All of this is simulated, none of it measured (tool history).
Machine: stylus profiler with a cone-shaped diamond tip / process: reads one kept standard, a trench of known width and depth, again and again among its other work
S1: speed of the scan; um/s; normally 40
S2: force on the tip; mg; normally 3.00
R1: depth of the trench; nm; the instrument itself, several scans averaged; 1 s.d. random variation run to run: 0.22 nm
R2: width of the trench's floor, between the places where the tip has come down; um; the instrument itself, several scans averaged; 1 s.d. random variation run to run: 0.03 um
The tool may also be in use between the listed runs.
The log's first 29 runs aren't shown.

run   hour   S1    S2       R1     R2
 30  525.4   66  6.63  1009.43  13.40
 31  547.3   34  3.00  1003.89  13.44
 32  571.5   36  3.00  1004.19  13.48
 33  586.2   95  1.91  1002.23  13.01
 34  602.0   75  4.48  1006.27  13.27
 35  622.8   22  1.59  1001.77  13.41
 36  633.1   15  2.60  1003.44  13.48
 37  658.2   64  3.00  1004.13  13.21
 38  681.9   11  6.27  1008.17  13.55
 39  704.7   11  6.27  1007.42  13.51
 40  715.3   11  6.27  1008.11  13.49
 41  735.4   11  6.27  1007.91  13.52
 42  748.2   16  8.01  1009.71  13.46
 43  764.1   45  6.56  1008.32  13.34
 44  778.1   45  6.56  1008.12  13.42
 45  795.7  158  3.00  1003.32  12.77
 46  816.4   19  7.70  1009.24  13.42

Each row is a separate what-if for the run after 46, all from the same tool condition, not one after another. Results?
  A  837.1  23  1.59   ?   ?
  B  837.1  15  1.03   ?   ?
  C  837.1  44  2.07   ?   ?
  D  837.1  13  3.73   ?   ?

run       R1     R2
  A  1000.78  13.27
  B   999.94  13.34
  C  1002.08  13.25
  D  1004.44  13.44
With the hidden condition removed and each run's random variation left untouched, the same runs would have given:
run       R1     R2
  A  1003.92  13.79
  B  1003.07  13.86
  C  1005.21  13.77
  D  1007.59  13.96
